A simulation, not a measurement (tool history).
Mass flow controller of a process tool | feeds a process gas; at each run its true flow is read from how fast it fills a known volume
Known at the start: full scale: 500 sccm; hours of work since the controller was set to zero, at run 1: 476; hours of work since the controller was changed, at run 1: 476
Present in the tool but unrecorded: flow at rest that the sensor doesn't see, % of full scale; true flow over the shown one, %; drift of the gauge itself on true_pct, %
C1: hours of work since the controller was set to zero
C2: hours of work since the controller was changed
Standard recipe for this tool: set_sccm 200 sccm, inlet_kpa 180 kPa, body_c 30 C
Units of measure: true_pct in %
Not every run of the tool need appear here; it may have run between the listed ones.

run 1 day=0 | set_sccm=200 inlet_kpa=180 body_c=30 | C1=476 C2=476 | true_pct=98.63
run 2 day=6.071 | set_sccm=200 inlet_kpa=180 body_c=33 | C1=521 C2=521 | true_pct=98.55
run 3 day=13.288 | set_sccm=200 inlet_kpa=180 body_c=30 | C1=574 C2=574 | true_pct=98.75
run 4 day=19.921 | set_sccm=200 inlet_kpa=180 body_c=30 | C1=623 C2=623 | true_pct=98.66
run 5 day=27.404 | set_sccm=200 inlet_kpa=180 body_c=30 | C1=677 C2=677 | true_pct=98.58
run 6 day=34.554 | set_sccm=154 inlet_kpa=180 body_c=30 | C1=730 C2=730 | true_pct=98.46
run 7 day=43.471 | set_sccm=200 inlet_kpa=245 body_c=30 | C1=795 C2=795 | true_pct=98.99
run 8 day=48.254 | set_sccm=200 inlet_kpa=245 body_c=30 | C1=830 C2=830 | true_pct=99
run 9 day=53.829 | set_sccm=68 inlet_kpa=245 body_c=39 | C1=871 C2=871 | true_pct=97.81
run 10 day=59.158 | set_sccm=65 inlet_kpa=177 body_c=39 | C1=910 C2=910 | true_pct=97.3
run 11 day=64.029 | set_sccm=200 inlet_kpa=180 body_c=31 | C1=946 C2=946 | true_pct=98.59
run 12 day=70.125 | set_sccm=97 inlet_kpa=196 body_c=27 | C1=991 C2=991 | true_pct=98.06
run 13 day=79.379 | set_sccm=143 inlet_kpa=155 body_c=33 | C1=1059 C2=1059 | true_pct=97.94
run 14 day=84.192 | set_sccm=143 inlet_kpa=273 body_c=28 | C1=1094 C2=1094 | true_pct=98.73

What will run 15 give?
run 15 day=91.208 | set_sccm=200 inlet_kpa=256 body_c=23 | C1=1145 C2=1145 | true_pct=?

true_pct: 99.18 %
On a tool with no hidden condition, and with the same random variation, this run would have come out at true_pct 99.6 %.
